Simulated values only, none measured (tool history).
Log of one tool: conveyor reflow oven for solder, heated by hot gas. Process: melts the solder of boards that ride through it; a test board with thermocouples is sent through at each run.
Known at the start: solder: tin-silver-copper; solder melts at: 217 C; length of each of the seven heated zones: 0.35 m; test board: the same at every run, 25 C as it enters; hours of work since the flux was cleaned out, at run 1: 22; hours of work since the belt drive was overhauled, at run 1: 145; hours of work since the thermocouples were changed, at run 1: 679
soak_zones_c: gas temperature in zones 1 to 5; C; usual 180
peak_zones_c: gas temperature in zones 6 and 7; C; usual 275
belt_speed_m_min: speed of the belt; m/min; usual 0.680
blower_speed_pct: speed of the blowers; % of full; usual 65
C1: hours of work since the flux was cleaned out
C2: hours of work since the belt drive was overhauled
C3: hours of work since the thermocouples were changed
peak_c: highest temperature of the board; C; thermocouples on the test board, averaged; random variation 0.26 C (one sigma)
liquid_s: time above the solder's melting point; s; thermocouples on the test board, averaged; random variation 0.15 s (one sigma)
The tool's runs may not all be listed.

run 1 day=0.000 | soak_zones_c=180 peak_zones_c=275 belt_speed_m_min=0.680 blower_speed_pct=65 | C1=22 C2=145 C3=679 | peak_c=254.0 liquid_s=48.1
run 2 day=2.471 | soak_zones_c=180 peak_zones_c=263 belt_speed_m_min=0.680 blower_speed_pct=65 | C1=52 C2=175 C3=709 | peak_c=243.2 liquid_s=41.6
run 3 day=5.717 | soak_zones_c=180 peak_zones_c=275 belt_speed_m_min=0.743 blower_speed_pct=65 | C1=92 C2=215 C3=748 | peak_c=249.9 liquid_s=41.2
-- day=8.029 thermocouples of zones 6 and 7 changed
run 4 day=9.283 | soak_zones_c=180 peak_zones_c=274 belt_speed_m_min=0.680 blower_speed_pct=65 | C1=134 C2=257 C3=15 | peak_c=254.0 liquid_s=48.4
run 5 day=11.683 | soak_zones_c=180 peak_zones_c=274 belt_speed_m_min=0.680 blower_speed_pct=65 | C1=163 C2=286 C3=44 | peak_c=254.2 liquid_s=48.3
-- day=12.229 flux residue cleaned out of gas plates and filters
run 6 day=13.962 | soak_zones_c=180 peak_zones_c=275 belt_speed_m_min=0.680 blower_speed_pct=65 | C1=21 C2=311 C3=69 | peak_c=255.7 liquid_s=49.7
run 7 day=16.158 | soak_zones_c=180 peak_zones_c=275 belt_speed_m_min=0.680 blower_speed_pct=65 | C1=48 C2=338 C3=96 | peak_c=255.3 liquid_s=49.4
run 8 day=18.358 | soak_zones_c=167 peak_zones_c=275 belt_speed_m_min=0.680 blower_speed_pct=65 | C1=74 C2=364 C3=123 | peak_c=252.9 liquid_s=43.8
run 9 day=21.117 | soak_zones_c=167 peak_zones_c=275 belt_speed_m_min=0.680 blower_speed_pct=65 | C1=108 C2=398 C3=156 | peak_c=252.3 liquid_s=43.6
run 10 day=24.704 | soak_zones_c=167 peak_zones_c=275 belt_speed_m_min=0.680 blower_speed_pct=65 | C1=151 C2=441 C3=199 | peak_c=251.6 liquid_s=43.3
-- day=26.079 flux residue cleaned out of gas plates and filters
run 11 day=27.212 | soak_zones_c=180 peak_zones_c=275 belt_speed_m_min=0.680 blower_speed_pct=65 | C1=14 C2=469 C3=227 | peak_c=256.0 liquid_s=49.8
run 12 day=29.825 | soak_zones_c=180 peak_zones_c=275 belt_speed_m_min=0.680 blower_speed_pct=65 | C1=45 C2=501 C3=259 | peak_c=255.2 liquid_s=49.6
run 13 day=31.438 | soak_zones_c=180 peak_zones_c=275 belt_speed_m_min=0.680 blower_speed_pct=65 | C1=65 C2=520 C3=278 | peak_c=254.6 liquid_s=49.2
run 14 day=34.908 | soak_zones_c=180 peak_zones_c=275 belt_speed_m_min=0.680 blower_speed_pct=65 | C1=107 C2=562 C3=320 | peak_c=255.1 liquid_s=49.3
run 15 day=37.854 | soak_zones_c=180 peak_zones_c=275 belt_speed_m_min=0.680 blower_speed_pct=65 | C1=143 C2=598 C3=356 | peak_c=254.2 liquid_s=48.9
-- day=39.929 flux residue cleaned out of gas plates and filters
run 16 day=39.958 | soak_zones_c=180 peak_zones_c=284 belt_speed_m_min=0.639 blower_speed_pct=65 | C1=0 C2=621 C3=379 | peak_c=265.7 liquid_s=58.2
run 17 day=42.425 | soak_zones_c=169 peak_zones_c=283 belt_speed_m_min=0.641 blower_speed_pct=76 | C1=30 C2=651 C3=409 | peak_c=264.1 liquid_s=54.9
run 18 day=44.475 | soak_zones_c=180 peak_zones_c=275 belt_speed_m_min=0.736 blower_speed_pct=65 | C1=55 C2=676 C3=434 | peak_c=251.8 liquid_s=43.8
run 19 day=46.546 | soak_zones_c=184 peak_zones_c=275 belt_speed_m_min=0.736 blower_speed_pct=82 | C1=80 C2=701 C3=459 | peak_c=256.5 liquid_s=47.7
run 20 day=48.421 | soak_zones_c=181 peak_zones_c=275 belt_speed_m_min=0.705 blower_speed_pct=72 | C1=103 C2=723 C3=482 | peak_c=254.8 liquid_s=48.3
run 21 day=51.779 | soak_zones_c=190 peak_zones_c=275 belt_speed_m_min=0.662 blower_speed_pct=72 | C1=144 C2=764 C3=522 | peak_c=258.6 liquid_s=56.5
-- day=53.717 flux residue cleaned out of gas plates and filters
run 22 day=54.167 | soak_zones_c=190 peak_zones_c=275 belt_speed_m_min=0.662 blower_speed_pct=72 | C1=5 C2=790 C3=549 | peak_c=259.2 liquid_s=57.2
run 23 day=57.679 | soak_zones_c=190 peak_zones_c=275 belt_speed_m_min=0.662 blower_speed_pct=72 | C1=48 C2=833 C3=591 | peak_c=258.5 liquid_s=56.9
run 24 day=60.796 | soak_zones_c=190 peak_zones_c=288 belt_speed_m_min=0.680 blower_speed_pct=65 | C1=86 C2=871 C3=629 | peak_c=267.0 liquid_s=58.7
run 25 day=62.733 | soak_zones_c=190 peak_zones_c=288 belt_speed_m_min=0.680 blower_speed_pct=65 | C1=109 C2=894 C3=652 | peak_c=267.3 liquid_s=59.1
run 26 day=65.700 | soak_zones_c=180 peak_zones_c=288 belt_speed_m_min=0.779 blower_speed_pct=51 | C1=145 C2=930 C3=688 | peak_c=253.9 liquid_s=41.4
-- day=67.588 flux residue cleaned out of gas plates and filters
run 27 day=67.588 | soak_zones_c=180 peak_zones_c=275 belt_speed_m_min=0.813 blower_speed_pct=64 | C1=0 C2=951 C3=709 | peak_c=247.6 liquid_s=36.6
run 28 day=70.667 | soak_zones_c=180 peak_zones_c=275 belt_speed_m_min=0.813 blower_speed_pct=64 | C1=37 C2=988 C3=746 | peak_c=247.5 liquid_s=36.4
-- day=73.129 thermocouples of zones 6 and 7 changed
run 29 day=74.104 | soak_zones_c=190 peak_zones_c=275 belt_speed_m_min=0.780 blower_speed_pct=89 | C1=78 C2=1028 C3=12 | peak_c=257.4 liquid_s=47.5

Forecast each of these 3 alternatives for the next run:
-- day=74.779 belt drive overhauled, speed set with a stopwatch
run A day=75.938 | soak_zones_c=168 peak_zones_c=275 belt_speed_m_min=0.780 blower_speed_pct=89 | C1=98 C2=14 C3=32 | peak_c=? liquid_s=?
-- day=74.779 belt drive overhauled, speed set with a stopwatch
run B day=75.938 | soak_zones_c=189 peak_zones_c=277 belt_speed_m_min=0.638 blower_speed_pct=89 | C1=98 C2=14 C3=32 | peak_c=? liquid_s=?
-- day=74.779 belt drive overhauled, speed set with a stopwatch
run C day=75.938 | soak_zones_c=195 peak_zones_c=275 belt_speed_m_min=0.780 blower_speed_pct=69 | C1=98 C2=14 C3=32 | peak_c=? liquid_s=?

run=A peak_c=252.2 liquid_s=37.9
run=B peak_c=263.9 liquid_s=61.0
run=C peak_c=254.2 liquid_s=46.2
Without the tool's hidden state the same runs would have given:
run=A peak_c=253.5 liquid_s=38.6
run=B peak_c=264.8 liquid_s=61.3
run=C peak_c=255.2 liquid_s=46.8
